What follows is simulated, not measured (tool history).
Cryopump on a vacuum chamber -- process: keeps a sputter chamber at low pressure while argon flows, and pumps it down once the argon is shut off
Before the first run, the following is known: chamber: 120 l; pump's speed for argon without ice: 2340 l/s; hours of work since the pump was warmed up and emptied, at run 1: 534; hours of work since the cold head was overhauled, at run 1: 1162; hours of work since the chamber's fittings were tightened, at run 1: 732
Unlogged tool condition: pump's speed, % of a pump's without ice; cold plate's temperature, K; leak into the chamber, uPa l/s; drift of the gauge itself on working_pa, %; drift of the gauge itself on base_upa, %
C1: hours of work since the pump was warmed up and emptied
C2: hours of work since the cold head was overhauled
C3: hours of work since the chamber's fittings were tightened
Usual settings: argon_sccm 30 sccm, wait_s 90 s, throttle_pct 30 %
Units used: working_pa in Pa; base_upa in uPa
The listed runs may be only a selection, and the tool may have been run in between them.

{"run": 1, "hour": 0.0, "argon_sccm": 30, "wait_s": 90, "throttle_pct": 30, "C1": 534, "C2": 1162, "C3": 732, "working_pa": 0.0754, "base_upa": 1.18}
{"hour": 42.2, "done": "pump warmed up, emptied and cooled again"}
{"run": 2, "hour": 63.8, "argon_sccm": 30, "wait_s": 90, "throttle_pct": 30, "C1": 15, "C2": 1203, "C3": 773, "working_pa": 0.0729, "base_upa": 1.19}
{"run": 3, "hour": 111.5, "argon_sccm": 30, "wait_s": 90, "throttle_pct": 30, "C1": 48, "C2": 1237, "C3": 807, "working_pa": 0.0732, "base_upa": 1.17}
{"run": 4, "hour": 178.9, "argon_sccm": 30, "wait_s": 90, "throttle_pct": 30, "C1": 96, "C2": 1284, "C3": 854, "working_pa": 0.0726, "base_upa": 1.24}
{"run": 5, "hour": 213.9, "argon_sccm": 30, "wait_s": 90, "throttle_pct": 30, "C1": 120, "C2": 1308, "C3": 878, "working_pa": 0.0738, "base_upa": 1.19}
{"run": 6, "hour": 276.9, "argon_sccm": 30, "wait_s": 24, "throttle_pct": 30, "C1": 164, "C2": 1352, "C3": 922, "working_pa": 0.0734, "base_upa": 3.14}
{"run": 7, "hour": 322.7, "argon_sccm": 47, "wait_s": 90, "throttle_pct": 30, "C1": 196, "C2": 1384, "C3": 954, "working_pa": 0.1156, "base_upa": 1.32}
{"run": 8, "hour": 363.9, "argon_sccm": 47, "wait_s": 90, "throttle_pct": 30, "C1": 225, "C2": 1413, "C3": 983, "working_pa": 0.1164, "base_upa": 1.31}
{"run": 9, "hour": 418.0, "argon_sccm": 47, "wait_s": 169, "throttle_pct": 30, "C1": 263, "C2": 1451, "C3": 1021, "working_pa": 0.1159, "base_upa": 1.04}
{"run": 10, "hour": 480.8, "argon_sccm": 47, "wait_s": 169, "throttle_pct": 30, "C1": 307, "C2": 1495, "C3": 1065, "working_pa": 0.1177, "base_upa": 1.01}
{"run": 11, "hour": 557.5, "argon_sccm": 44, "wait_s": 90, "throttle_pct": 30, "C1": 360, "C2": 1549, "C3": 1118, "working_pa": 0.1094, "base_upa": 1.4}
{"run": 12, "hour": 606.6, "argon_sccm": 30, "wait_s": 90, "throttle_pct": 30, "C1": 395, "C2": 1583, "C3": 1153, "working_pa": 0.0749, "base_upa": 1.42}
{"run": 13, "hour": 660.8, "argon_sccm": 30, "wait_s": 90, "throttle_pct": 30, "C1": 432, "C2": 1621, "C3": 1191, "working_pa": 0.0739, "base_upa": 1.46}
{"run": 14, "hour": 741.3, "argon_sccm": 30, "wait_s": 90, "throttle_pct": 30, "C1": 489, "C2": 1677, "C3": 1247, "working_pa": 0.0755, "base_upa": 1.52}
{"run": 15, "hour": 793.7, "argon_sccm": 30, "wait_s": 73, "throttle_pct": 30, "C1": 525, "C2": 1714, "C3": 1284, "working_pa": 0.0751, "base_upa": 1.62}
{"hour": 844.2, "done": "pump warmed up, emptied and cooled again"}
{"run": 16, "hour": 844.2, "argon_sccm": 30, "wait_s": 73, "throttle_pct": 30, "C1": 0, "C2": 1745, "C3": 1315, "working_pa": 0.0732, "base_upa": 1.6}
{"run": 17, "hour": 902.9, "argon_sccm": 13, "wait_s": 73, "throttle_pct": 30, "C1": 41, "C2": 1787, "C3": 1356, "working_pa": 0.0318, "base_upa": 1.59}
{"run": 18, "hour": 963.5, "argon_sccm": 26, "wait_s": 34, "throttle_pct": 23, "C1": 83, "C2": 1829, "C3": 1399, "working_pa": 0.0815, "base_upa": 2.53}
{"run": 19, "hour": 1040.2, "argon_sccm": 30, "wait_s": 68, "throttle_pct": 45, "C1": 137, "C2": 1882, "C3": 1452, "working_pa": 0.0488, "base_upa": 1.79}
{"run": 20, "hour": 1088.3, "argon_sccm": 30, "wait_s": 220, "throttle_pct": 45, "C1": 171, "C2": 1916, "C3": 1486, "working_pa": 0.0476, "base_upa": 1.21}
{"run": 21, "hour": 1129.9, "argon_sccm": 21, "wait_s": 258, "throttle_pct": 33, "C1": 200, "C2": 1945, "C3": 1515, "working_pa": 0.0467, "base_upa": 1.14}
{"run": 22, "hour": 1179.2, "argon_sccm": 13, "wait_s": 276, "throttle_pct": 30, "C1": 234, "C2": 1980, "C3": 1550, "working_pa": 0.0317, "base_upa": 1.13}
{"run": 23, "hour": 1258.9, "argon_sccm": 13, "wait_s": 276, "throttle_pct": 30, "C1": 290, "C2": 2035, "C3": 1605, "working_pa": 0.0318, "base_upa": 1.2}
{"run": 24, "hour": 1339.3, "argon_sccm": 13, "wait_s": 276, "throttle_pct": 30, "C1": 346, "C2": 2092, "C3": 1662, "working_pa": 0.0325, "base_upa": 1.26}
{"run": 25, "hour": 1418.9, "argon_sccm": 13, "wait_s": 276, "throttle_pct": 30, "C1": 402, "C2": 2147, "C3": 1717, "working_pa": 0.0326, "base_upa": 1.28}
{"run": 26, "hour": 1486.0, "argon_sccm": 30, "wait_s": 92, "throttle_pct": 16, "C1": 449, "C2": 2194, "C3": 1764, "working_pa": 0.1384, "base_upa": 1.77}
{"run": 27, "hour": 1525.2, "argon_sccm": 30, "wait_s": 92, "throttle_pct": 16, "C1": 476, "C2": 2222, "C3": 1791, "working_pa": 0.1392, "base_upa": 1.78}
{"run": 28, "hour": 1562.3, "argon_sccm": 37, "wait_s": 138, "throttle_pct": 36, "C1": 502, "C2": 2247, "C3": 1817, "working_pa": 0.0791, "base_upa": 1.6}
{"run": 29, "hour": 1625.7, "argon_sccm": 41, "wait_s": 40, "throttle_pct": 21, "C1": 546, "C2": 2292, "C3": 1862, "working_pa": 0.1455, "base_upa": 2.67}
{"hour": 1646.4, "done": "pump warmed up, emptied and cooled again"}
{"run": 30, "hour": 1675.0, "argon_sccm": 56, "wait_s": 90, "throttle_pct": 17, "C1": 20, "C2": 2323, "C3": 1893, "working_pa": 0.2408, "base_upa": 1.76}
{"run": 31, "hour": 1758.3, "argon_sccm": 56, "wait_s": 235, "throttle_pct": 17, "C1": 78, "C2": 2381, "C3": 1951, "working_pa": 0.2412, "base_upa": 1.34}
{"run": 32, "hour": 1832.0, "argon_sccm": 35, "wait_s": 69, "throttle_pct": 30, "C1": 130, "C2": 2432, "C3": 2002, "working_pa": 0.0852, "base_upa": 2.04}
{"run": 33, "hour": 1894.2, "argon_sccm": 51, "wait_s": 90, "throttle_pct": 47, "C1": 173, "C2": 2476, "C3": 2046, "working_pa": 0.0808, "base_upa": 1.93}
{"run": 34, "hour": 1927.7, "argon_sccm": 51, "wait_s": 90, "throttle_pct": 16, "C1": 197, "C2": 2499, "C3": 2069, "working_pa": 0.2323, "base_upa": 1.94}

Each row is a separate what-if for the run after 34, all from the same tool condition, not one after another. Results?
{"run": "A", "hour": 2009.8, "argon_sccm": 45, "wait_s": 217, "throttle_pct": 30, "C1": 254, "C2": 2557, "C3": 2127, "working_pa": "?", "base_upa": "?"}
{"run": "B", "hour": 2009.8, "argon_sccm": 51, "wait_s": 90, "throttle_pct": 58, "C1": 254, "C2": 2557, "C3": 2127, "working_pa": "?", "base_upa": "?"}
{"run": "C", "hour": 2009.8, "argon_sccm": 51, "wait_s": 197, "throttle_pct": 16, "C1": 254, "C2": 2557, "C3": 2127, "working_pa": "?", "base_upa": "?"}

run=A working_pa=0.1107 base_upa=1.48
run=B working_pa=0.0664 base_upa=1.88
run=C working_pa=0.2355 base_upa=1.55
With the hidden condition removed and each run's random variation left untouched, the same runs would have given:
run=A working_pa=0.1079 base_upa=0.36
run=B working_pa=0.0632 base_upa=0.77
run=C working_pa=0.2323 base_upa=0.46
